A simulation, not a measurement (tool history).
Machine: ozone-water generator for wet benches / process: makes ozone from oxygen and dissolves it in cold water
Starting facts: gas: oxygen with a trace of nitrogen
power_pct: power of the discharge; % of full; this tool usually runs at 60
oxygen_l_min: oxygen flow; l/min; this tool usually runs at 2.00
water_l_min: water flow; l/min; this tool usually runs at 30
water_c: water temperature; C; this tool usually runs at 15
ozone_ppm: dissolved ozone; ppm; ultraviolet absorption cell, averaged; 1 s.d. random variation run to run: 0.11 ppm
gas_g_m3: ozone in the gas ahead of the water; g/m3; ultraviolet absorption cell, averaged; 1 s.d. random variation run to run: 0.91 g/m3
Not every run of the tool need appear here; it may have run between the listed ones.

run,day,power_pct,oxygen_l_min,water_l_min,water_c,ozone_ppm,gas_g_m3
1,0.000,60,2.00,30,15,5.9,153.9
2,1.162,60,2.00,30,15,5.8,150.1
3,1.942,60,2.00,30,15,6.0,151.7
4,3.371,60,2.00,21,15,8.9,152.5
5,4.667,60,2.00,21,15,8.7,153.2
6,6.196,60,2.00,21,15,8.8,152.1
7,7.217,60,2.00,21,15,8.8,150.2
8,8.612,60,2.00,21,15,8.5,152.6
9,9.588,60,1.18,21,15,7.1,191.1
10,10.742,60,1.18,21,15,7.3,192.8
11,12.212,60,1.60,30,15,5.4,168.5
12,13.350,60,1.60,30,15,5.3,171.3
13,15.175,60,1.60,30,10,5.6,169.0
14,16.033,60,2.00,30,8,6.0,152.3
15,17.350,60,1.81,30,15,5.5,160.5
16,18.442,60,1.81,30,15,5.7,160.1
17,19.500,60,1.81,30,15,5.6,160.2
18,21.129,86,2.65,23,20,11.1,177.8
19,21.992,60,1.76,21,13,8.5,161.8
20,23.783,60,1.76,21,13,8.4,162.7
21,24.733,60,1.76,43,13,3.5,161.5
22,26.421,60,1.76,43,13,3.6,162.9
23,27.800,60,1.76,43,13,3.6,163.2
24,28.996,60,1.76,43,13,3.6,162.7
25,29.833,60,1.76,43,13,3.7,162.7
26,30.850,88,1.84,30,9,7.7,216.8
27,31.746,49,2.00,42,15,3.3,133.9
28,32.962,49,2.00,42,15,3.1,133.0
29,34.200,57,2.00,42,12,3.9,151.4
30,36.000,49,1.34,30,15,4.3,157.9
31,36.983,45,2.00,22,15,6.8,124.5
# day 37.479: gauge calibrated
32,37.875,60,1.18,30,10,4.7,190.1
33,38.967,45,1.69,31,22,4.2,132.5

Had the tool no unlogged condition, and each run kept its random variation, what would the results have been?
Hidden state present: yield of the discharge, % of new electrodes'; contactor's efficiency, % of a clean one's; true water temperature over the reading, C; drift of the gauge itself on ozone_ppm, %; drift of the gauge itself on gas_g_m3, %.
run,gas_g_m3
1,154.0
2,149.9
3,151.5
4,152.2
5,152.6
6,151.4
7,149.4
8,151.6
9,189.6
10,191.2
11,166.9
12,169.6
13,167.0
14,150.4
15,158.4
16,157.8
17,157.8
18,174.9
19,159.1
20,159.7
21,158.4
22,159.6
23,159.7
24,159.1
25,158.9
26,211.7
27,130.6
28,129.6
29,147.5
30,153.5
31,121.0
32,190.1
33,132.4
ozone_ppm: within 0.1 ppm of the measured result in every run.

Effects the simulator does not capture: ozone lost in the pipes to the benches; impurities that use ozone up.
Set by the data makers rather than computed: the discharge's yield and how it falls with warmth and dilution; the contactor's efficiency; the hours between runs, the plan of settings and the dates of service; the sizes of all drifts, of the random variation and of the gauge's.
